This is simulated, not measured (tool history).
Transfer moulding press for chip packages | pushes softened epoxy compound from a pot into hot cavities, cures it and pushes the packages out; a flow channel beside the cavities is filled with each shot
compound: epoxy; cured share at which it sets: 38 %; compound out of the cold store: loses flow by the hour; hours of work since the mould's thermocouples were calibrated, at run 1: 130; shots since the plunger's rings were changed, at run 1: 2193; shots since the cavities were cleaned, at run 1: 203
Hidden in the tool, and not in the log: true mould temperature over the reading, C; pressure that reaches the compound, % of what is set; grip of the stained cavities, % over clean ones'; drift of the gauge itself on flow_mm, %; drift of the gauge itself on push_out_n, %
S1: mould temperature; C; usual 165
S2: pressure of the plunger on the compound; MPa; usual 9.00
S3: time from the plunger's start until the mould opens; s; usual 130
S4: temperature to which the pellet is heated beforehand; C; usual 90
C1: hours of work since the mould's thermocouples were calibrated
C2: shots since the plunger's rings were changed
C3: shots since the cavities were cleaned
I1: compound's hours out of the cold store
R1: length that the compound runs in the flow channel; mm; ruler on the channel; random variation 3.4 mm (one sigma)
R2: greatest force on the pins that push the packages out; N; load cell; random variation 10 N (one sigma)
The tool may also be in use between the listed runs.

Run 1, day 0.000: usual settings; C1 130; C2 2193; C3 203; I1 16.2. Result: R1 565 mm, R2 603 N.
Run 2, day 1.350: usual settings; C1 148; C2 2465; C3 475; I1 25.6. Result: R1 551 mm, R2 698 N.
At day 1.838: plunger's sealing rings changed.
Run 3, day 2.971: usual settings; C1 169; C2 227; C3 779; I1 27.1. Result: R1 557 mm, R2 801 N.
Run 4, day 4.371: usual settings but S2 7.47 MPa; C1 188; C2 509; C3 1061; I1 26.4. Result: R1 508 mm, R2 854 N.
At day 4.712: cavities cleaned with cleaning compound and waxed.
Run 5, day 5.925: usual settings; C1 208; C2 809; C3 244; I1 27.7. Result: R1 551 mm, R2 657 N.
Run 6, day 7.783: usual settings; C1 233; C2 1183; C3 618; I1 26.3. Result: R1 551 mm, R2 799 N.
Run 7, day 9.629: usual settings but S1 160 C; C1 258; C2 1554; C3 989; I1 36.1. Result: R1 547 mm, R2 1189 N.
At day 10.333: cavities cleaned with cleaning compound and waxed.
Run 8, day 10.579: usual settings but S1 160 C; C1 270; C2 1732; C3 49; I1 17.1. Result: R1 574 mm, R2 739 N.
Run 9, day 11.696: usual settings; C1 286; C2 1957; C3 274; I1 9.6. Result: R1 578 mm, R2 672 N.
Run 10, day 12.692: usual settings; C1 299; C2 2157; C3 474; I1 12.4. Result: R1 572 mm, R2 770 N.
Run 11, day 14.008: usual settings; C1 317; C2 2422; C3 739; I1 41.4. Result: R1 521 mm, R2 788 N.
At day 14.683: plunger's sealing rings changed.
Run 12, day 15.421: usual settings; C1 335; C2 149; C3 1003; I1 43.1. Result: R1 535 mm, R2 871 N.
At day 16.158: cavities cleaned with cleaning compound and waxed.
Run 13, day 17.183: usual settings; C1 358; C2 491; C3 207; I1 10.2. Result: R1 587 mm, R2 657 N.
Run 14, day 18.121: usual settings; C1 371; C2 679; C3 395; I1 39.3. Result: R1 536 mm, R2 731 N.
Run 15, day 19.192: usual settings; C1 385; C2 895; C3 611; I1 46.6. Result: R1 524 mm, R2 782 N.
Run 16, day 20.204: usual settings; C1 399; C2 1098; C3 814; I1 25.6. Result: R1 555 mm, R2 871 N.
At day 21.792: cavities cleaned with cleaning compound and waxed.
Run 17, day 21.896: usual settings; C1 421; C2 1426; C3 21; I1 39.8. Result: R1 526 mm, R2 507 N.
Run 18, day 22.962: usual settings; C1 436; C2 1641; C3 236; I1 20.0. Result: R1 560 mm, R2 653 N.
Run 19, day 24.504: usual settings; C1 457; C2 1950; C3 545; I1 29.3. Result: R1 551 mm, R2 791 N.
At day 24.771: mould's thermocouples calibrated.
Run 20, day 25.954: usual settings but S4 88 C; C1 16; C2 2226; C3 821; I1 32.1. Result: R1 539 mm, R2 865 N.
At day 27.604: plunger's sealing rings changed.
At day 27.667: cavities cleaned with cleaning compound and waxed.
Run 21, day 27.817: usual settings but S2 7.47 MPa, S3 169 s, S4 99 C; C1 39; C2 30; C3 30; I1 34.3. Result: R1 501 mm, R2 397 N.
Run 22, day 29.225: usual settings but S3 123 s, S4 97 C; C1 58; C2 314; C3 314; I1 25.1. Result: R1 564 mm, R2 760 N.
Run 23, day 31.304: usual settings but S1 170 C, S2 8.58 MPa, S3 139 s, S4 87 C; C1 87; C2 732; C3 732; I1 27.8. Result: R1 545 mm, R2 662 N.
Run 24, day 33.175: usual settings but S2 10.44 MPa; C1 112; C2 1109; C3 1109; I1 22.9. Result: R1 605 mm, R2 939 N.
At day 33.338: cavities cleaned with cleaning compound and waxed.
Run 25, day 34.975: usual settings but S3 159 s; C1 136; C2 1458; C3 330; I1 9.5. Result: R1 583 mm, R2 574 N.
At day 36.029: mould's thermocouples calibrated, once more.
Run 26, day 36.033: usual settings but S3 159 s; C1 0; C2 1654; C3 526; I1 9.5. Result: R1 579 mm, R2 611 N.
Run 27, day 37.508: usual settings but S3 159 s; C1 20; C2 1951; C3 823; I1 38.5. Result: R1 527 mm, R2 688 N.

3 ways to go on from here, each from the tool as it stands after run 27. What would each give?
Run A, day 38.604: usual settings but S1 158 C, S3 159 s, S4 100 C; C1 35; C2 2171; C3 1043; I1 34.7. Result: R1 ?, R2 ?.
Run B, day 38.604: usual settings but S1 160 C, S3 121 s, S4 99 C; C1 35; C2 2171; C3 1043; I1 30.0. Result: R1 ?, R2 ?.
Run C, day 38.604: usual settings but S4 86 C; C1 35; C2 2171; C3 1043; I1 34.6. Result: R1 ?, R2 ?.

run   R1    R2
  A  548   885
  B  550  1253
  C  530   862
Without the tool's hidden state the same runs would have given:
run   R1   R2
  A  566  489
  B  567  695
  C  546  476
